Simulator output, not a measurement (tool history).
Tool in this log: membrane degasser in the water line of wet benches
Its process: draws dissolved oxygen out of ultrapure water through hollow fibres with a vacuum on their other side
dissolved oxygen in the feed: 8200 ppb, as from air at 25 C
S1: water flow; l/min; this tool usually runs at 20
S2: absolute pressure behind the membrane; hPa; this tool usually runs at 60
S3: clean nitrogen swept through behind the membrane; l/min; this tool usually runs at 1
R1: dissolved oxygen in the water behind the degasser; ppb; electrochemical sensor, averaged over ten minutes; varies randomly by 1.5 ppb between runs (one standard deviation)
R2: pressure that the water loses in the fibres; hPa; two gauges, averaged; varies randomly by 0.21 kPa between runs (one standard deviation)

run    hour  S1     S2    S3     R1     R2
  1       0  20     60     1  162.7    519
  2   143.2  20     60     1  162.5    520
  3   412.2  20     60     1  163.3  515.5
  4     655  20     60     1  166.8  520.8
  5   987.4  20     60     1  166.3    523
  6  1244.6  20   50.7     1    126  524.1
  7  1583.2  27     60     1  254.7  711.7
  8  1806.3  27     60     1    257  714.9
  9    2113  27     60     1  258.9  717.5
 10  2411.4  20     60     1    176  533.3
     2457.8  -- vacuum gauge calibrated
 11  2558.6  19     60  1.99   99.1  508.4
 12  2833.7  14   90.9  1.81  122.6  374.4
 13  3079.8  30     60  1.34  253.1  812.1
 14  3237.4  27   48.4  2.09  144.2  726.2
 15  3572.1  12     42  1.32   32.5  322.8
 16  3904.7  12     42  1.32   32.7  323.7
 17  4086.7  18     42  0.94   80.2  489.9
 18  4290.3  18     42  0.94   82.5  489.7
 19  4480.2  25  143.7  2.84    312  684.8

The logged runs with the hidden state left out (each run's random variation unchanged):
Hidden state at play: membrane still open, %; true pressure behind the membrane over the reading, kPa; air that leaks in behind the membrane, l/min; drift of the gauge itself on oxygen_ppb, %; drift of the gauge itself on loss_of_pressure_kpa, %.
run     R1     R2
  1  149.1    492
  2  148.3  492.2
  3  147.9  486.2
  4  149.8  489.8
  5  147.8  489.7
  6  106.4  489.2
  7    219  661.2
  8  219.3  662.4
  9  218.6  662.1
 10  149.3  490.1
 11   84.5  466.3
 12  113.7  342.2
 13  211.8  739.8
 14  108.8  660.1
 15   26.2  292.2
 16   25.7  291.7
 17   60.6  440.6
 18   61.6  439.1
 19  272.2  612.8
